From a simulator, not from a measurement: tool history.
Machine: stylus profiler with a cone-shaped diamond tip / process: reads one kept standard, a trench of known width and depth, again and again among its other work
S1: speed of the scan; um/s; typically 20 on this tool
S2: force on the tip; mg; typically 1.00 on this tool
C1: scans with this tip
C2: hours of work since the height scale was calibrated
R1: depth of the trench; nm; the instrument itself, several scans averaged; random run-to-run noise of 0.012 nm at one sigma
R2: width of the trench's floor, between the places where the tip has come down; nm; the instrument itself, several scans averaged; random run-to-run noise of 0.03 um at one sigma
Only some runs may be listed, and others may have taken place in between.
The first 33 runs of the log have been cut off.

{"run": 34, "hour": 1106.7, "S1": 20, "S2": 2.56, "C1": 4288, "C2": 70, "R1": 100.72, "R2": 97730}
{"run": 35, "hour": 1131.5, "S1": 20, "S2": 2.56, "C1": 4369, "C2": 87, "R1": 100.73, "R2": 97720}
{"run": 36, "hour": 1175.4, "S1": 10, "S2": 2.38, "C1": 4513, "C2": 119, "R1": 100.72, "R2": 97820}
{"run": 37, "hour": 1221.6, "S1": 20, "S2": 0.48, "C1": 4665, "C2": 152, "R1": 100.29, "R2": 97560}
{"run": 38, "hour": 1250.1, "S1": 20, "S2": 1.2, "C1": 4758, "C2": 172, "R1": 100.46, "R2": 97690}
{"run": 39, "hour": 1287.7, "S1": 20, "S2": 1.2, "C1": 4882, "C2": 199, "R1": 100.47, "R2": 97560}
{"run": 40, "hour": 1330.6, "S1": 63, "S2": 1.2, "C1": 5023, "C2": 229, "R1": 100.49, "R2": 97310}
{"run": 41, "hour": 1365.0, "S1": 63, "S2": 1.2, "C1": 5136, "C2": 254, "R1": 100.51, "R2": 97310}
{"run": 42, "hour": 1398.5, "S1": 63, "S2": 1.2, "C1": 5245, "C2": 278, "R1": 100.48, "R2": 97340}
{"run": 43, "hour": 1441.7, "S1": 17, "S2": 0.43, "C1": 5387, "C2": 308, "R1": 100.28, "R2": 97620}

3 ways to go on from here, each from the tool as it stands after run 43. What would each give?
{"run": "A", "hour": 1487.3, "S1": 6, "S2": 0.43, "C1": 5537, "C2": 341, "R1": "?", "R2": "?"}
{"run": "B", "hour": 1487.3, "S1": 19, "S2": 1.01, "C1": 5537, "C2": 341, "R1": "?", "R2": "?"}
{"run": "C", "hour": 1487.3, "S1": 46, "S2": 2.66, "C1": 5537, "C2": 341, "R1": "?", "R2": "?"}

run=A R1=100.31 R2=97760
run=B R1=100.47 R2=97650
run=C R1=100.78 R2=97570
Had the tool no hidden state, the same runs would have come out as:
run=A R1=100.21 R2=97940
run=B R1=100.38 R2=97830
run=C R1=100.68 R2=97740
